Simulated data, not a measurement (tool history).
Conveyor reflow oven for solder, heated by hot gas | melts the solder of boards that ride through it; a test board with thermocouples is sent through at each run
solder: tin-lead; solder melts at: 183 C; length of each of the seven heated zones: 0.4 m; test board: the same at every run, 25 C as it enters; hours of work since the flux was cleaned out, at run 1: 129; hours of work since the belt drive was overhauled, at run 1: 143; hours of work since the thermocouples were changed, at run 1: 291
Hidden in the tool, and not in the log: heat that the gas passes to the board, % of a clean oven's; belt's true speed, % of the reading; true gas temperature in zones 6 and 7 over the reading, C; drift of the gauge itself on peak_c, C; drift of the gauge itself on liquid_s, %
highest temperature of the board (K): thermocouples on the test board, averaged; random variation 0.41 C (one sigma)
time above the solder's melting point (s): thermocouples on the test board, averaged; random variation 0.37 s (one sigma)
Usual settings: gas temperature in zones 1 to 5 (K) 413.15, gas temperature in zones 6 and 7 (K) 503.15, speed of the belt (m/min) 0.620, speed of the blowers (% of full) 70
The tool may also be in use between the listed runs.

run   hour  gas temperature in zones 1 to 5 (K)  gas temperature in zones 6 and 7 (K)  speed of the belt (m/min)  speed of the blowers (% of full)  hours of work since the flux was cleaned out  hours of work since the belt drive was overhauled  hours of work since the thermocouples were changed  highest temperature of the board (K)  time above the solder's melting point (s)
  1    0.0                               413.15                                503.15                      0.620                                70                                           129                                                143                                                 291                                486.05                                       55.9
  2    8.5                               413.15                                503.15                      0.620                                70                                           135                                                149                                                 297                                486.05                                       55.5
  3   18.7                               413.15                                512.15                      0.620                                70                                           143                                                156                                                 305                                494.35                                       61.5
  4   35.6                               413.15                                503.15                      0.620                                70                                           155                                                168                                                 317                                486.55                                       55.3
  5   50.7                               413.15                                503.15                      0.620                                70                                           166                                                179                                                 328                                485.75                                       55.6
  6   65.8                               413.15                                503.15                      0.620                                70                                           177                                                190                                                 339                                485.85                                       55.3
  7   83.5                               413.15                                503.15                      0.620                                70                                           190                                                203                                                 352                                486.45                                       54.7
  8   99.3                               413.15                                503.15                      0.620                                70                                           201                                                215                                                 363                                485.85                                       54.1
  9  113.6                               413.15                                503.15                      0.713                                70                                           212                                                225                                                 373                                480.35                                       42.9
 10  131.1                               419.15                                503.15                      0.620                                70                                           224                                                238                                                 386                                486.65                                       57.5
 11  143.3                               419.15                                503.15                      0.620                                70                                           233                                                247                                                 395                                486.65                                       58.0
 12  160.1                               419.15                                503.15                      0.534                                70                                           245                                                259                                                 407                                490.25                                       71.7
 13  178.5                               413.15                                503.15                      0.620                                83                                           259                                                272                                                 420                                487.85                                       56.7
     187.3  -- flux residue cleaned out of gas plates and filters
 14  200.3                               413.15                                509.15                      0.537                                55                                             9                                                284                                                 433                                492.55                                       69.8
 15  210.4                               413.15                                516.15                      0.619                                70                                            17                                                292                                                 440                                499.05                                       64.8
 16  227.9                               408.15                                491.15                      0.562                                70                                            29                                                304                                                 453                                478.45                                       52.6
 17  245.7                               413.15                                507.15                      0.620                                54                                            42                                                317                                                 465                                485.25                                       53.3
 18  264.5                               426.15                                509.15                      0.620                                70                                            56                                                331                                                 479                                494.85                                       67.1
 19  279.9                               419.15                                509.15                      0.537                                52                                            67                                                342                                                 490                                491.25                                       71.6
 20  291.3                               413.15                                503.15                      0.620                                83                                            75                                                350                                                 499                                489.65                                       59.2
 21  301.9                               413.15                                503.15                      0.541                                65                                            83                                                358                                                 506                                489.15                                       66.8
 22  319.4                               413.15                                503.15                      0.541                                65                                            96                                                371                                                 519                                488.65                                       66.7
 23  327.8                               413.15                                503.15                      0.687                                70                                           102                                                377                                                 525                                483.65                                       47.0
 24  337.4                               413.15                                506.15                      0.620                                70                                           109                                                384                                                 532                                488.85                                       57.9
 25  354.7                               416.15                                492.15                      0.513                                66                                           121                                                396                                                 545                                480.15                                       64.6

The same runs without the tool's hidden state, with the same run-to-run variation:
run  highest temperature of the board (K)  time above the solder's melting point (s)
  1                                488.15                                       57.9
  2                                488.25                                       57.6
  3                                496.75                                       63.3
  4                                488.95                                       57.7
  5                                488.35                                       58.0
  6                                488.55                                       57.9
  7                                489.35                                       57.5
  8                                488.85                                       57.0
  9                                483.85                                       46.4
 10                                489.85                                       60.4
 11                                489.95                                       61.0
 12                                493.35                                       74.4
 13                                491.75                                       60.1
 14                                493.75                                       70.5
 15                                500.45                                       65.4
 16                                479.95                                       54.2
 17                                486.85                                       54.6
 18                                496.65                                       68.0
 19                                492.95                                       72.8
 20                                491.85                                       60.6
 21                                491.25                                       68.4
 22                                490.85                                       68.4
 23                                486.15                                       49.1
 24                                491.35                                       59.7
 25                                482.55                                       67.2

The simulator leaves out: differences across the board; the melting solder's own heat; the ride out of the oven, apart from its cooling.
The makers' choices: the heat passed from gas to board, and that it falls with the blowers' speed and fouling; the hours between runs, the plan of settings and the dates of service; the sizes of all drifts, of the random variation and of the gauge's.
